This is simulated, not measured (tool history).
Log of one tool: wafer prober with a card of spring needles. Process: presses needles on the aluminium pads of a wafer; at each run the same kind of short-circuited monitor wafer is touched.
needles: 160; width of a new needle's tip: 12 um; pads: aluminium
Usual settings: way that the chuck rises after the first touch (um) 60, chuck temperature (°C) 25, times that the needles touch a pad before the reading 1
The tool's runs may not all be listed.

run	hour	way that the chuck rises after the first touch (um)	chuck temperature (°C)	times that the needles touch a pad before the reading	resistance of one needle with its contact and lead (mohm)	way that a needle slides on the pad (um)
1	0	60	25	1	136	14.94
# hour 2.9: tips cleaned on abrasive film
# hour 18: tips cleaned on abrasive film
2	22.2	60	25	1	133	14.98
# hour 32: tips cleaned on abrasive film
# hour 46.6: tips cleaned on abrasive film
3	50.2	60	25	1	133	15.02
# hour 61.5: tips cleaned on abrasive film
4	64.5	60	25	1	135	14.98
# hour 76.4: tips cleaned on abrasive film
5	89.4	60	25	1	133	15.04
# hour 91: tips cleaned on abrasive film
# hour 106.5: tips cleaned on abrasive film
6	109.6	54	25	1	135	13.51
# hour 120.5: tips cleaned on abrasive film
# hour 135.8: tips cleaned on abrasive film
7	141.2	54	25	1	136	13.56
# hour 152.5: tips cleaned on abrasive film
# hour 160: height of the first contact set anew
8	160	54	25	1	136	13.51
# hour 167: tips cleaned on abrasive film
9	176.9	54	25	1	134	13.54
# hour 181.2: tips cleaned on abrasive film
10	193.2	54	25	1	134	13.59
# hour 196.8: tips cleaned on abrasive film
# hour 212: tips cleaned on abrasive film
11	220.6	54	25	1	132	13.6
# hour 227.8: tips cleaned on abrasive film
12	238	54	25	1	136	13.62
# hour 243.1: tips cleaned on abrasive film
# hour 258.4: tips cleaned on abrasive film
13	262.2	54	43	1	137	13.7
# hour 272.7: tips cleaned on abrasive film
# hour 287.5: tips cleaned on abrasive film
14	291.1	75	43	1	137	18.99
# hour 302.8: tips cleaned on abrasive film
15	309.1	75	43	1	137	19.02
# hour 318.4: tips cleaned on abrasive film
16	331.7	75	43	1	136	19.02
# hour 333.8: tips cleaned on abrasive film
# hour 350.1: tips cleaned on abrasive film
# hour 354: height of the first contact set anew
17	354.5	66	72	2	142	16.8
# hour 365.1: tips cleaned on abrasive film
# hour 379.9: tips cleaned on abrasive film
18	385.2	60	25	2	135	15.23

Hidden state or all else? Some run-to-run changes of way that a needle slides on the pad (um), split into what the settings, what came in and random variation would give without the hidden state, and what is left for the hidden state (with any gauge scatter that isn't in both results):
The hidden state here: debris on the tips, nm; way that the needles fall short of the set height, um; tips' diameter, um; drift of the gauge itself on contact_mohm, %; drift of the gauge itself on scrub_um, %.
Run 13 -> 14: way that the chuck rises after the first touch (um) 54 -> 75, tips cleaned on abrasive film, tips cleaned on abrasive film. way that a needle slides on the pad (um) +5.29: hidden state +0.11, all else +5.18.
